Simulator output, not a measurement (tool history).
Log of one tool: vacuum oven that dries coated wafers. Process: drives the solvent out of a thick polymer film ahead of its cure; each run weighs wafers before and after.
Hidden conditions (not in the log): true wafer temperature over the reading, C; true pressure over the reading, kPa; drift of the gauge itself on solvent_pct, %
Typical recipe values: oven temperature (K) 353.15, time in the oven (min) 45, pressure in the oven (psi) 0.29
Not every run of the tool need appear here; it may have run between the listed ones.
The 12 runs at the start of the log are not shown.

run,hour,oven temperature (K),time in the oven (min),pressure in the oven (psi),hours of work since the thermocouples were calibrated,hours of work since the vacuum gauge was cleaned of residue,solvent left in the film (%)
13,306.1,354.15,45,0.29,648,570,2.77
14,319.8,354.15,45,0.29,654,576,2.79
15,340.7,354.15,45,0.29,663,585,2.77
16,359.2,354.15,45,0.29,671,593,2.79
17,382.1,354.15,45,0.29,681,603,2.84
18,416,367.15,45,0.29,696,618,0.52
19,440.1,367.15,45,0.292,706,628,0.5
20,454,367.15,45,0.292,712,634,0.52
21,480.2,353.15,45,0.146,723,645,2.91
22,495.9,353.15,45,0.146,730,652,3.06
23,526.8,353.15,32,0.29,743,665,5.16
24,548.7,353.15,23,0.29,753,675,7.4
25,562.6,353.15,23,0.29,759,681,7.26
26,587.9,344.15,32,0.29,770,692,8.94
27,614.3,360.15,80,0.745,781,703,1.06
28,636.5,366.15,56,0.381,791,713,0.46

Predict the results of run 29:
29,650.5,352.15,44,1.152,797,719,?

solvent left in the film (%): 4.86
With the hidden condition absent and the run-to-run variation left alone, this run would have shown solvent left in the film (%) 4.34.
